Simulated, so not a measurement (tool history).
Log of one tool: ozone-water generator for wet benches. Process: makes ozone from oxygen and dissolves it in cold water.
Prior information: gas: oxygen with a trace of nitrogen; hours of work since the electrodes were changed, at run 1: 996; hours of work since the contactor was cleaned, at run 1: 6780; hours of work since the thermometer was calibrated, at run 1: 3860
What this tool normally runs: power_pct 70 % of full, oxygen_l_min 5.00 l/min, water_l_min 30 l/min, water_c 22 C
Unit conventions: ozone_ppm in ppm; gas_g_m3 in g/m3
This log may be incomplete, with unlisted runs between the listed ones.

run,day,power_pct,oxygen_l_min,water_l_min,water_c,hours of work since the electrodes were changed,hours of work since the contactor was cleaned,hours of work since the thermometer was calibrated,ozone_ppm,gas_g_m3
1,0.000,70,5.00,30,22,996,6780,3860,11.7,185.8
2,4.800,70,6.20,30,22,1079,6863,3943,11.9,164.0
3,7.921,70,6.20,30,22,1133,6917,3998,11.9,165.1
4,11.017,45,5.00,30,22,1187,6971,4051,8.6,133.1
5,14.754,45,5.00,30,22,1252,7036,4116,8.4,132.5
6,21.675,45,5.00,30,22,1371,7156,4236,8.2,132.7
7,25.225,45,5.00,30,22,1433,7217,4297,8.4,132.0
# day 25.983: contactor cleaned
8,28.571,45,5.00,39,22,1488,45,4352,6.6,132.4
9,33.121,45,8.99,39,18,1567,124,4431,6.8,93.7
10,40.162,70,8.89,27,22,1689,245,4553,12.1,131.1

Selected run-to-run steps in ozone_ppm, each split into two signed amounts: the part the tool would show with no hidden state at all (from settings, incoming material and random variation), and the remainder, which goes to the hidden state together with any gauge scatter not common to the measured and the hidden-state-free results:
Hidden conditions of the tool in this case: yield of the discharge, % of new electrodes'; contactor's efficiency, % of a clean one's; true water temperature over the reading, C; drift of the gauge itself on ozone_ppm, %; drift of the gauge itself on gas_g_m3, %.
Run 9 -> 10: power_pct 45 -> 70, oxygen_l_min 8.99 -> 8.89, water_l_min 39 -> 27, water_c 18 -> 22. ozone_ppm +5.3 ppm: hidden state -0.4, all else +5.7.

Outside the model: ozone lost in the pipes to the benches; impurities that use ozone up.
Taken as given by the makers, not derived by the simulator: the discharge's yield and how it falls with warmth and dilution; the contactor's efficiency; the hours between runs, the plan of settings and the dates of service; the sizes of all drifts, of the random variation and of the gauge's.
